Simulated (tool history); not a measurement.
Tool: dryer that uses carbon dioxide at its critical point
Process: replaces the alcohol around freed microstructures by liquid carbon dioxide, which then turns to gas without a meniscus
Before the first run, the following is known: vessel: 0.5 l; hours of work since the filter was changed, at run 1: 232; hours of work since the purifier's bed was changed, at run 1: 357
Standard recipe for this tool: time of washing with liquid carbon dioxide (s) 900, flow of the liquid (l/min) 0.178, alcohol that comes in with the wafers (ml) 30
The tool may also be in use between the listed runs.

run     day  time of washing with liquid carbon dioxide (s)  flow of the liquid (l/min)  alcohol that comes in with the wafers (ml)  hours of work since the filter was changed  hours of work since the purifier's bed was changed  alcohol left in the vessel before it's heated (ppm by volume)
  1   0.000                                             900                       0.178                                          30                                         232                                                 357                                                           1536
  2   0.988                                             900                       0.178                                          30                                         241                                                 366                                                           1623
  3   1.754                                             900                       0.178                                          30                                         248                                                 373                                                           1614
  4   2.421                                             900                       0.178                                          30                                         254                                                 379                                                           1588
  5   3.704                                             720                       0.178                                          30                                         266                                                 391                                                           3248
  6   4.888                                             720                       0.178                                          30                                         277                                                 401                                                           3307
  7   5.688                                             720                       0.178                                          30                                         284                                                 409                                                           3297
  8   6.600                                             720                       0.178                                          30                                         292                                                 417                                                           3265
  9   7.817                                             720                       0.178                                          30                                         303                                                 428                                                           3277
 10   8.800                                             720                       0.178                                          30                                         312                                                 437                                                           3281
 11   9.650                                             720                       0.178                                          30                                         320                                                 444                                                           3311
 12  10.979                                            1020                       0.218                                         102                                         332                                                 457                                                           1307
 13  11.612                                             720                       0.136                                          59                                         337                                                 462                                                          13649
 14  12.271                                             900                       0.165                                          30                                         343                                                 468                                                           2220
 15  12.971                                             720                       0.137                                          30                                         350                                                 475                                                           6803
 16  14.317                                             720                       0.137                                          30                                         362                                                 487                                                           6726
 17  14.979                                             720                       0.272                                          23                                         368                                                 493                                                            590
 18  16.071                                             720                       0.121                                          22                                         378                                                 503                                                           6734
     16.567  -- inlet filter changed
 19  17.412                                            1020                       0.178                                          59                                           8                                                 514                                                           1580
 20  18.496                                            1020                       0.178                                          59                                          17                                                 524                                                           1601
 21  19.808                                             900                       0.146                                          73                                          29                                                 536                                                           6777

4 options for the next run, each taken on its own from the tool as it stands now. Forecast them:
  A  20.558                                             900                       0.174                                          30                                          36                                                 543                                                              ?
  B  20.558                                             900                       0.110                                          73                                          36                                                 543                                                              ?
  C  20.558                                             900                       0.146                                         109                                          36                                                 543                                                              ?
  D  20.558                                            1080                       0.183                                          57                                          36                                                 543                                                              ?

run  alcohol left in the vessel before it's heated (ppm by volume)
  A                                                           1566
  B                                                          14840
  C                                                           9949
  D                                                           1133
Without the tool's unlogged condition, the same runs would have read:
run  alcohol left in the vessel before it's heated (ppm by volume)
  A                                                           1404
  B                                                          14462
  C                                                           9595
  D                                                            976
